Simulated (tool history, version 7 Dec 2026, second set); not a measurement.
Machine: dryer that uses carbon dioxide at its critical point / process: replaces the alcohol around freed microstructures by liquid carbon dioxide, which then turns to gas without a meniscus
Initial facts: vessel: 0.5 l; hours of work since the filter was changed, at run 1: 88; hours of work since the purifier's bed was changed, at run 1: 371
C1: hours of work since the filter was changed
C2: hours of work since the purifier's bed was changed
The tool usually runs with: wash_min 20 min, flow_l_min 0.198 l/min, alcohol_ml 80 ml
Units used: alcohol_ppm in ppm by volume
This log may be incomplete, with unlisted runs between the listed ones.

{"run": 1, "hour": 0.0, "wash_min": 20, "flow_l_min": 0.198, "alcohol_ml": 80, "C1": 88, "C2": 371, "alcohol_ppm": 223}
{"run": 2, "hour": 12.9, "wash_min": 20, "flow_l_min": 0.198, "alcohol_ml": 80, "C1": 96, "C2": 379, "alcohol_ppm": 234}
{"run": 3, "hour": 32.3, "wash_min": 20, "flow_l_min": 0.198, "alcohol_ml": 80, "C1": 109, "C2": 392, "alcohol_ppm": 226}
{"run": 4, "hour": 52.2, "wash_min": 20, "flow_l_min": 0.198, "alcohol_ml": 80, "C1": 122, "C2": 405, "alcohol_ppm": 236}
{"run": 5, "hour": 62.9, "wash_min": 20, "flow_l_min": 0.198, "alcohol_ml": 80, "C1": 128, "C2": 412, "alcohol_ppm": 252}
{"run": 6, "hour": 74.7, "wash_min": 20, "flow_l_min": 0.277, "alcohol_ml": 80, "C1": 136, "C2": 419, "alcohol_ppm": 110}
{"run": 7, "hour": 94.5, "wash_min": 20, "flow_l_min": 0.277, "alcohol_ml": 80, "C1": 149, "C2": 432, "alcohol_ppm": 115}
{"run": 8, "hour": 104.0, "wash_min": 20, "flow_l_min": 0.277, "alcohol_ml": 80, "C1": 155, "C2": 438, "alcohol_ppm": 108}
{"run": 9, "hour": 123.3, "wash_min": 20, "flow_l_min": 0.198, "alcohol_ml": 80, "C1": 168, "C2": 451, "alcohol_ppm": 268}
{"run": 10, "hour": 137.6, "wash_min": 18, "flow_l_min": 0.13, "alcohol_ml": 80, "C1": 177, "C2": 460, "alcohol_ppm": 2664}
{"run": 11, "hour": 158.0, "wash_min": 18, "flow_l_min": 0.13, "alcohol_ml": 80, "C1": 190, "C2": 474, "alcohol_ppm": 2772}
{"run": 12, "hour": 173.0, "wash_min": 15, "flow_l_min": 0.13, "alcohol_ml": 80, "C1": 200, "C2": 483, "alcohol_ppm": 5521}
{"run": 13, "hour": 186.4, "wash_min": 15, "flow_l_min": 0.13, "alcohol_ml": 80, "C1": 209, "C2": 492, "alcohol_ppm": 5609}
{"run": 14, "hour": 206.7, "wash_min": 15, "flow_l_min": 0.13, "alcohol_ml": 80, "C1": 222, "C2": 505, "alcohol_ppm": 5731}
{"run": 15, "hour": 222.6, "wash_min": 27, "flow_l_min": 0.13, "alcohol_ml": 73, "C1": 232, "C2": 515, "alcohol_ppm": 465}
{"run": 16, "hour": 232.9, "wash_min": 27, "flow_l_min": 0.13, "alcohol_ml": 68, "C1": 239, "C2": 522, "alcohol_ppm": 457}
{"run": 17, "hour": 250.5, "wash_min": 27, "flow_l_min": 0.13, "alcohol_ml": 68, "C1": 250, "C2": 534, "alcohol_ppm": 463}

Forecast each of these 5 alternatives for the next run:
{"run": "A", "hour": 262.4, "wash_min": 20, "flow_l_min": 0.198, "alcohol_ml": 107, "C1": 258, "C2": 541, "alcohol_ppm": "?"}
{"run": "B", "hour": 262.4, "wash_min": 14, "flow_l_min": 0.198, "alcohol_ml": 28, "C1": 258, "C2": 541, "alcohol_ppm": "?"}
{"run": "C", "hour": 262.4, "wash_min": 16, "flow_l_min": 0.138, "alcohol_ml": 68, "C1": 258, "C2": 541, "alcohol_ppm": "?"}
{"run": "D", "hour": 262.4, "wash_min": 22, "flow_l_min": 0.233, "alcohol_ml": 21, "C1": 258, "C2": 541, "alcohol_ppm": "?"}
{"run": "E", "hour": 262.4, "wash_min": 28, "flow_l_min": 0.261, "alcohol_ml": 42, "C1": 258, "C2": 541, "alcohol_ppm": "?"}

run=A alcohol_ppm=427
run=B alcohol_ppm=690
run=C alcohol_ppm=3367
run=D alcohol_ppm=134
run=E alcohol_ppm=129
With no hidden state in the tool, these same runs would have given:
run=A alcohol_ppm=134
run=B alcohol_ppm=319
run=C alcohol_ppm=2018
run=D alcohol_ppm=7
run=E alcohol_ppm=10
